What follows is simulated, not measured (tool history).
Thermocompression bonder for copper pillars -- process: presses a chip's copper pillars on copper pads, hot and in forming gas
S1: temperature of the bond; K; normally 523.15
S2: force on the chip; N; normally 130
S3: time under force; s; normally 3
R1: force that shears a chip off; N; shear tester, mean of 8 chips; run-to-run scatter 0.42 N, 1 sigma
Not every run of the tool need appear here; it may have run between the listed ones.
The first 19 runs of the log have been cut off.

| run | hour | S1 | S2 | S3 | R1 |
|---|---|---|---|---|---|
|  | 703.4 | heater calibrated with a thermocouple chip, once more |
| 20 | 717.6 | 540.15 | 79 | 2 | 41.9 |
| 21 | 765.3 | 504.15 | 130 | 5 | 56.2 |
| 22 | 790.7 | 504.15 | 130 | 5 | 56.8 |
| 23 | 839.9 | 504.15 | 130 | 5 | 57.1 |
| 24 | 881.5 | 504.15 | 188 | 3 | 60.6 |
| 25 | 926.3 | 495.15 | 81 | 3 | 26.6 |
| 26 | 971 | 546.15 | 123 | 2 | 62.3 |
| 27 | 996.5 | 523.15 | 82 | 4 | 44.3 |
| 28 | 1031.1 | 551.15 | 130 | 2 | 66.7 |
|  | 1062 | forming gas filter changed |
| 29 | 1079.1 | 551.15 | 130 | 2 | 69.4 |
| 30 | 1125.5 | 494.15 | 148 | 2 | 38.5 |
| 31 | 1172.9 | 538.15 | 95 | 3 | 55.7 |
| 32 | 1221.9 | 538.15 | 95 | 3 | 55.3 |
| 33 | 1250.6 | 525.15 | 144 | 5 | 76.3 |
| 34 | 1284.6 | 510.15 | 144 | 2 | 46.3 |

Here are 3 independent what-if runs from the current tool condition. What would each one return?
| A | 1318.5 | 514.15 | 132 | 2 | ? |
| B | 1318.5 | 550.15 | 130 | 2 | ? |
| C | 1318.5 | 510.15 | 109 | 2 | ? |

| run | R1 |
|---|---|
| A | 44.9 |
| B | 66.6 |
| C | 36.1 |
Had the tool no hidden state, the same runs would have come out as:
| run | R1 |
|---|---|
| A | 46.3 |
| B | 69.2 |
| C | 37.3 |
